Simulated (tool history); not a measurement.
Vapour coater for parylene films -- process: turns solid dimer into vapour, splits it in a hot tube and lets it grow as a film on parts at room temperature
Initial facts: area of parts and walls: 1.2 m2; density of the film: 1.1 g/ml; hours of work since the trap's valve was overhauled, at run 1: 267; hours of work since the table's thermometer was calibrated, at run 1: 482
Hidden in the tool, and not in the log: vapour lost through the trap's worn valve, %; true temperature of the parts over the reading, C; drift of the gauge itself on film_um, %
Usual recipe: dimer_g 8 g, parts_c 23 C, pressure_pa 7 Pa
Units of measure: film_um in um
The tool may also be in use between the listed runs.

run	hour	dimer_g	parts_c	pressure_pa	hours of work since the trap's valve was overhauled	hours of work since the table's thermometer was calibrated	film_um
1	0	8	23	7	267	482	3.67
# hour 31.8: trap's valve overhauled
2	63.6	8	23	7	23	526	4.09
3	98.3	10	23	7	48	551	5.07
4	141.2	10	23	7	80	582	4.97
5	174.6	10	23	7	104	607	4.94
6	245.3	10	23	7	156	658	4.83
7	306.5	8	27	7	200	703	3.24
8	372.9	8	23	7	249	751	3.65
# hour 428.8: trap's valve overhauled
9	437.4	8	23	7	6	795	4.15
10	493.7	8	23	3.81	47	836	4.43
11	536.2	8	23	4.96	78	867	4.27
12	607.2	8	17	7	130	919	4.77
13	677.7	8	17	7	181	970	4.7
14	713.9	8	17	7	208	997	4.72
15	744.3	6	17	7	230	1019	3.45
16	805.4	6	17	7	274	1063	3.36
# hour 828.3: trap's valve overhauled
17	875.3	6	17	7	34	1111	3.81
18	906.2	8	17	3.63	57	1134	5.65
# hour 916.3: table's thermometer calibrated
19	940.8	9	17	3.63	81	18	6.34
20	1004.3	8	23	4.2	128	64	4.32
21	1070.8	8	23	4.2	176	113	4.19
22	1125.3	8	27	2.73	216	152	3.82
23	1157	8	27	2.73	239	175	3.86
24	1218	8	23	6.83	283	220	3.67
# hour 1226.6: trap's valve overhauled
25	1254.3	8	23	6.83	20	243	4.1
26	1296.8	8	23	3.06	51	274	4.72
27	1330.5	8	23	3.06	76	299	4.59
28	1387	7	23	3.58	117	340	3.86
29	1424.6	7	23	5.91	144	367	3.47
30	1484.2	8	16	4.44	188	411	5.38
31	1536	5	32	6.56	225	449	1.7
32	1583.3	6	19	2.29	260	483	3.86

What would each run have given without the hidden state, its run-to-run variation left as it was?
run	film_um
1	4.2
2	4.16
3	5.21
4	5.19
5	5.21
6	5.22
7	3.58
8	4.15
9	4.22
10	4.59
11	4.49
12	5.16
13	5.19
14	5.29
15	3.91
16	3.9
17	3.94
18	5.9
19	6.62
20	4.62
21	4.58
22	4.25
23	4.36
24	4.24
25	4.19
26	4.89
27	4.82
28	4.13
29	3.76
30	5.94
31	1.91
32	4.4

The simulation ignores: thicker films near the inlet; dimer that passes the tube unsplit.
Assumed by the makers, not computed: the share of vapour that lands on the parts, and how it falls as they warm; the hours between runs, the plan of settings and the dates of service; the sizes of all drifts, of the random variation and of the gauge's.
